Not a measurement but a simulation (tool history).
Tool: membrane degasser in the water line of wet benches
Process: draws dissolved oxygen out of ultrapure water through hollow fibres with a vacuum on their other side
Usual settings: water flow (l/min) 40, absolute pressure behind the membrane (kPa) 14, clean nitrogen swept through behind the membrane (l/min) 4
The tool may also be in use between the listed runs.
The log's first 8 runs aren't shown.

run	hour	water flow (l/min)	absolute pressure behind the membrane (kPa)	clean nitrogen swept through behind the membrane (l/min)	dissolved oxygen in the water behind the degasser (ppb)	pressure that the water loses in the fibres (kPa)
9	808.2	40	14	4	324	64.64
10	901.7	40	14	4	317.3	65.34
11	1050	40	14	4	325.8	65.43
12	1197.4	40	14	4	317.3	64.9
13	1259	40	14	4	323	65.1
14	1365.3	40	14	4	321.9	65.12
15	1458.3	40	14	4	322.3	65.21
16	1553	40	11.6	4	272.3	65.18
17	1674.1	25	14	4	186.4	41.39
18	1800.3	40	25.8	4	571.2	66.04
19	1910.6	40	25.8	4	572	65.82
20	1977.4	40	25.8	4	572.9	65.8
# hour 2021: vacuum gauge calibrated
21	2125.8	61	13.2	1.68	843.5	100.04
22	2220.6	40	14	3.67	345.1	65.69
23	2363	40	14	3.67	344.8	65.72
24	2474.4	40	33.2	8.85	391.4	66.27
25	2556.4	51	11.1	4.12	343.8	84.62
26	2647.8	51	27	4.12	751.8	84.24
# hour 2727.4: gauge calibrated
27	2738.1	51	27	4.12	758.8	82.02
28	2858.6	35	14	4	279.6	56.55
29	3004.3	35	14	4	272	56.45
30	3134.9	40	8.4	8.91	135.4	64.27
31	3222.6	60	30.9	2.66	1329.9	97.66

5 ways to go on from here, each from the tool as it stands after run 31. What would each give?
A	3354.9	36	14	4	?	?
B	3354.9	40	14	2.68	?	?
C	3354.9	60	27.3	2.33	?	?
D	3354.9	24	14	4	?	?
E	3354.9	40	20.3	5.84	?	?

run	dissolved oxygen in the water behind the degasser (ppb)	pressure that the water loses in the fibres (kPa)
A	292.1	58
B	429.1	64.68
C	1290.1	97.49
D	178.1	38.73
E	349.9	65.04
Without the tool's hidden state the same runs would have given:
run	dissolved oxygen in the water behind the degasser (ppb)	pressure that the water loses in the fibres (kPa)
A	291.8	57.64
B	428.7	64.28
C	1289.6	96.9
D	178	38.49
E	349.6	64.65
